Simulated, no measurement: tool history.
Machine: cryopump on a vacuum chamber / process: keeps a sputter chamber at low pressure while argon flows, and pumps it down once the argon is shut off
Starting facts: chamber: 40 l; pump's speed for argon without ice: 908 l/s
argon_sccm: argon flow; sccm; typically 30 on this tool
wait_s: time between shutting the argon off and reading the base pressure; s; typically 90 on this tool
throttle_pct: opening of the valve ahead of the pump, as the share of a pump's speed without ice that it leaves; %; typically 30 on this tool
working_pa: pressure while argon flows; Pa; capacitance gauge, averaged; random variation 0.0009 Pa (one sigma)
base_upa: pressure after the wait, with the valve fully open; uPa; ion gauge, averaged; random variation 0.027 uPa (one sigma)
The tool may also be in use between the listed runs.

run 1 day=0.000 | argon_sccm=30 wait_s=90 throttle_pct=30 | working_pa=0.1991 base_upa=2.98
run 2 day=2.596 | argon_sccm=15 wait_s=90 throttle_pct=30 | working_pa=0.1004 base_upa=3.15
-- day=4.433 pump warmed up, emptied and cooled again
run 3 day=4.825 | argon_sccm=15 wait_s=90 throttle_pct=30 | working_pa=0.0935 base_upa=2.69
run 4 day=7.362 | argon_sccm=30 wait_s=61 throttle_pct=30 | working_pa=0.1894 base_upa=3.28
run 5 day=8.500 | argon_sccm=30 wait_s=90 throttle_pct=21 | working_pa=0.2649 base_upa=2.88
run 6 day=10.071 | argon_sccm=30 wait_s=90 throttle_pct=22 | working_pa=0.2551 base_upa=2.90
run 7 day=12.588 | argon_sccm=30 wait_s=90 throttle_pct=22 | working_pa=0.2572 base_upa=2.98
run 8 day=14.671 | argon_sccm=30 wait_s=90 throttle_pct=22 | working_pa=0.2591 base_upa=3.05
run 9 day=16.204 | argon_sccm=59 wait_s=133 throttle_pct=41 | working_pa=0.2767 base_upa=2.88
run 10 day=18.696 | argon_sccm=43 wait_s=56 throttle_pct=41 | working_pa=0.2037 base_upa=3.68

Expected results for the next run?
run 11 day=20.925 | argon_sccm=20 wait_s=222 throttle_pct=26 | working_pa=? base_upa=?

working_pa: 0.1465 Pa
base_upa: 2.77 uPa
Take away the tool's hidden state, keep the run-to-run variation as it was, and the same run would have given working_pa 0.1425 Pa, base_upa 0.67 uPa.
